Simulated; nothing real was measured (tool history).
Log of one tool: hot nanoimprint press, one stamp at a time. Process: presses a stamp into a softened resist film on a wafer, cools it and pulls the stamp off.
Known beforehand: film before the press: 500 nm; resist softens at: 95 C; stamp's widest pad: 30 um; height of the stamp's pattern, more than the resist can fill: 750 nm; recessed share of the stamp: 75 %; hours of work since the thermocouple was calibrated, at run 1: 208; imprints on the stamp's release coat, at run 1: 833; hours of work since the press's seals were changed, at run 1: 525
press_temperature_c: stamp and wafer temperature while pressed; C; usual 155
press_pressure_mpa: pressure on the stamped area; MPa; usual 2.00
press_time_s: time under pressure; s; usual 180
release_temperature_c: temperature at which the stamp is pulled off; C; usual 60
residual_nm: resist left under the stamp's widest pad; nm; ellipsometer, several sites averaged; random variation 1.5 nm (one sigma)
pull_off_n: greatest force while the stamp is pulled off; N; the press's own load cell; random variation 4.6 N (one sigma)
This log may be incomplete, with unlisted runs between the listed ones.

run    hour  press_temperature_c  press_pressure_mpa  press_time_s  release_temperature_c  hours of work since the thermocouple was calibrated  imprints on the stamp's release coat  hours of work since the press's seals were changed  residual_nm  pull_off_n
  1     0.0                  155                2.00           180                     60                                                  208                                   833                                                 525        262.8         296
  2    46.7                  155                2.00           180                     60                                                  241                                   966                                                 558        264.3         318
  3    90.1                  155                2.00           180                     60                                                  272                                  1091                                                 589        265.0         345
  4   124.2                  155                2.00           180                     60                                                  296                                  1189                                                 614        267.3         338
  5   150.7                  155                2.00           180                     60                                                  315                                  1264                                                 632        267.1         354
  6   205.9                  155                2.00           180                     60                                                  355                                  1422                                                 672        273.3         375
      223.2  -- plate thermocouple calibrated
  7   262.7                  155                2.00           180                     60                                                   28                                  1577                                                 710        288.2         392
  8   321.1                  155                2.00           180                     60                                                   70                                  1744                                                 752        293.7         408
  9   361.4                  155                2.00           180                     60                                                   99                                  1860                                                 781        295.7         438
      387.1  -- plate thermocouple calibrated, once more
 10   414.5                  155                2.00           180                     60                                                   20                                  2003                                                 817        252.4         423
      427.1  -- press's hydraulic seals changed and the load cell set to zero
 11   473.5                  155                2.00           180                     60                                                   56                                  2149                                                  33        248.8         446
      501.0  -- stamp cleaned and given a new release coat
 12   528.5                  155                2.00           180                     60                                                   91                                    79                                                  68        250.8         240
 13   560.7                  146                2.00           180                     60                                                  114                                   171                                                  91        398.8         230
 14   588.9                  155                2.00           221                     60                                                  134                                   252                                                 111        237.1         246
 15   645.0                  155                1.67           180                     60                                                  174                                   413                                                 151        274.7         266
 16   696.9                  155                1.76           180                     54                                                  211                                   561                                                 188        271.4         317
 17   753.5                  150                1.31           239                     66                                                  252                                   723                                                 229        359.2         252
 18   810.0                  150                1.31           239                     66                                                  292                                   885                                                 269        361.3         271
 19   852.0                  150                1.31           239                     66                                                  322                                  1006                                                 299        368.0         285
 20   879.3                  145                2.00           180                     60                                                  342                                  1084                                                 319        426.9         328
 21   904.2                  152                1.23            93                     60                                                  359                                  1155                                                 337        418.4         360
      917.0  -- plate thermocouple calibrated
 22   933.0                  152                1.23            93                     60                                                   11                                  1229                                                 355        400.0         329
 23   970.9                  151                1.23            93                     52                                                   38                                  1338                                                 382        408.2         407
 24  1013.0                  155                1.21           180                     66                                                   69                                  1458                                                 412        303.7         315
 25  1068.5                  155                1.21           168                     63                                                  108                                  1617                                                 452        306.5         358
 26  1094.7                  155                1.21           168                     63                                                  127                                  1692                                                 470        311.3         353
 27  1148.9                  155                1.21           168                     63                                                  166                                  1848                                                 509        312.8         385

4 ways to go on from here, each from the tool as it stands after run 27. What would each give?
  A  1202.7                  155                3.10           168                     63                                                  204                                  2002                                                 548            ?           ?
  B  1202.7                  155                2.00           178                     60                                                  204                                  2002                                                 548            ?           ?
  C  1202.7                  155                1.28           216                     60                                                  204                                  2002                                                 548            ?           ?
  D  1202.7                  155                1.60           168                     63                                                  204                                  2002                                                 548            ?           ?

run  residual_nm  pull_off_n
  A        223.2         405
  B        261.2         427
  C        287.5         427
  D        288.6         397
With the hidden condition removed and each run's random variation left untouched, the same runs would have given:
run  residual_nm  pull_off_n
  A        205.2         213
  B        244.3         224
  C        272.0         224
  D        272.3         206
